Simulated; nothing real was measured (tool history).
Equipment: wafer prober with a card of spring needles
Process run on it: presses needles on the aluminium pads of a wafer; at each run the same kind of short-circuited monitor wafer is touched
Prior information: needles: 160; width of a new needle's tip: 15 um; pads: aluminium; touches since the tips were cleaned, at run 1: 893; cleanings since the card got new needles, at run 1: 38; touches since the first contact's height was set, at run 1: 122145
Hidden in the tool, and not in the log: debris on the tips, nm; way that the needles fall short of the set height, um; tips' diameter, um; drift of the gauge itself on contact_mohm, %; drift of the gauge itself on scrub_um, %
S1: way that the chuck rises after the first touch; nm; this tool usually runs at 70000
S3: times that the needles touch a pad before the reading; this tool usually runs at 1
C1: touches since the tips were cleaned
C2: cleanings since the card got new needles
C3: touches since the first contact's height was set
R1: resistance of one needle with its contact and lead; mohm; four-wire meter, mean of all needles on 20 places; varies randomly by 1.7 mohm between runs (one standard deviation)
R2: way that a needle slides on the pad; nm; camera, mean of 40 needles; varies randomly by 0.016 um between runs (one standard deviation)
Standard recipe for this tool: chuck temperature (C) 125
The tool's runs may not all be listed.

run 1 day=0.000 | S1=70000 chuck_temperature_(C)=125 S3=1 | C1=893 C2=38 C3=122145 | R1=201 R2=17510
-- day=1.154 tips cleaned on abrasive film
-- day=2.388 tips cleaned on abrasive film
run 2 day=2.404 | S1=70000 chuck_temperature_(C)=64 S3=1 | C1=98 C2=40 C3=137718 | R1=171 R2=17490
-- day=3.688 tips cleaned on abrasive film
run 3 day=4.538 | S1=70000 chuck_temperature_(C)=64 S3=1 | C1=5533 C2=41 C3=151583 | R1=257 R2=17460
-- day=4.804 tips cleaned on abrasive film
-- day=5.992 tips cleaned on abrasive film
-- day=7.267 tips cleaned on abrasive film
run 4 day=7.638 | S1=70000 chuck_temperature_(C)=64 S3=1 | C1=2406 C2=44 C3=171666 | R1=233 R2=17440
-- day=8.542 tips cleaned on abrasive film
-- day=9.617 tips cleaned on abrasive film
run 5 day=10.446 | S1=70000 chuck_temperature_(C)=64 S3=1 | C1=5400 C2=46 C3=189890 | R1=261 R2=17430
-- day=10.642 height of the first contact set anew
-- day=10.908 tips cleaned on abrasive film
-- day=12.142 tips cleaned on abrasive film
-- day=13.379 tips cleaned on abrasive film
run 6 day=14.292 | S1=70000 chuck_temperature_(C)=64 S3=1 | C1=5953 C2=49 C3=23665 | R1=253 R2=17640
-- day=14.558 tips cleaned on abrasive film
-- day=15.712 tips cleaned on abrasive film
-- day=16.917 tips cleaned on abrasive film
run 7 day=17.533 | S1=70000 chuck_temperature_(C)=64 S3=1 | C1=4028 C2=52 C3=44678 | R1=249 R2=17630
-- day=18.062 tips cleaned on abrasive film
-- day=19.221 tips cleaned on abrasive film
run 8 day=19.371 | S1=70000 chuck_temperature_(C)=64 S3=1 | C1=978 C2=54 C3=56576 | R1=206 R2=17600
-- day=20.342 tips cleaned on abrasive film
-- day=21.508 tips cleaned on abrasive film
run 9 day=21.538 | S1=70000 chuck_temperature_(C)=125 S3=1 | C1=202 C2=56 C3=70621 | R1=191 R2=17580
-- day=22.804 tips cleaned on abrasive film
-- day=23.954 tips cleaned on abrasive film
run 10 day=23.996 | S1=70000 chuck_temperature_(C)=125 S3=1 | C1=270 C2=58 C3=86562 | R1=189 R2=17570
-- day=25.058 tips cleaned on abrasive film
-- day=26.279 tips cleaned on abrasive film
run 11 day=26.542 | S1=51000 chuck_temperature_(C)=125 S3=1 | C1=1700 C2=60 C3=103047 | R1=259 R2=12710
-- day=27.425 tips cleaned on abrasive film
run 12 day=28.417 | S1=51000 chuck_temperature_(C)=125 S3=1 | C1=6449 C2=61 C3=115228 | R1=339 R2=12710
-- day=28.683 tips cleaned on abrasive film
-- day=29.767 tips cleaned on abrasive film
run 13 day=30.350 | S1=78000 chuck_temperature_(C)=125 S3=1 | C1=3781 C2=63 C3=127749 | R1=231 R2=19520
-- day=30.992 tips cleaned on abrasive film
-- day=32.200 tips cleaned on abrasive film
run 14 day=32.538 | S1=78000 chuck_temperature_(C)=125 S3=1 | C1=2197 C2=65 C3=141923 | R1=213 R2=19460
-- day=33.275 tips cleaned on abrasive film
-- day=34.462 tips cleaned on abrasive film
-- day=35.517 tips cleaned on abrasive film
run 15 day=36.179 | S1=78000 chuck_temperature_(C)=125 S3=1 | C1=4313 C2=68 C3=165541 | R1=240 R2=19420
-- day=36.708 tips cleaned on abrasive film
-- day=37.833 tips cleaned on abrasive film
-- day=39.096 tips cleaned on abrasive film
-- day=40.038 height of the first contact set anew
run 16 day=40.142 | S1=78000 chuck_temperature_(C)=125 S3=1 | C1=6716 C2=71 C3=665 | R1=246 R2=19710
-- day=40.383 tips cleaned on abrasive film
-- day=41.567 tips cleaned on abrasive film
-- day=42.767 tips cleaned on abrasive film
run 17 day=42.912 | S1=70000 chuck_temperature_(C)=79 S3=1 | C1=940 C2=74 C3=18602 | R1=198 R2=17640
-- day=43.854 tips cleaned on abrasive film
-- day=45.125 tips cleaned on abrasive film
run 18 day=45.308 | S1=70000 chuck_temperature_(C)=32 S3=3 | C1=1183 C2=76 C3=34142 | R1=172 R2=17650

The next listed run, before its measurement:
-- day=46.362 tips cleaned on abrasive film
-- day=47.600 tips cleaned on abrasive film
-- day=48.742 tips cleaned on abrasive film
run 19 day=48.871 | S1=57000 chuck_temperature_(C)=34 S3=1 | C1=830 C2=79 C3=57233 | R1=? R2=?

{"run 19": {"R1": 219, "R2": 14300}}
Were there no unlogged condition in the tool, this run, its random variation unchanged, would have produced R1 154 mohm, R2 14410 nm.
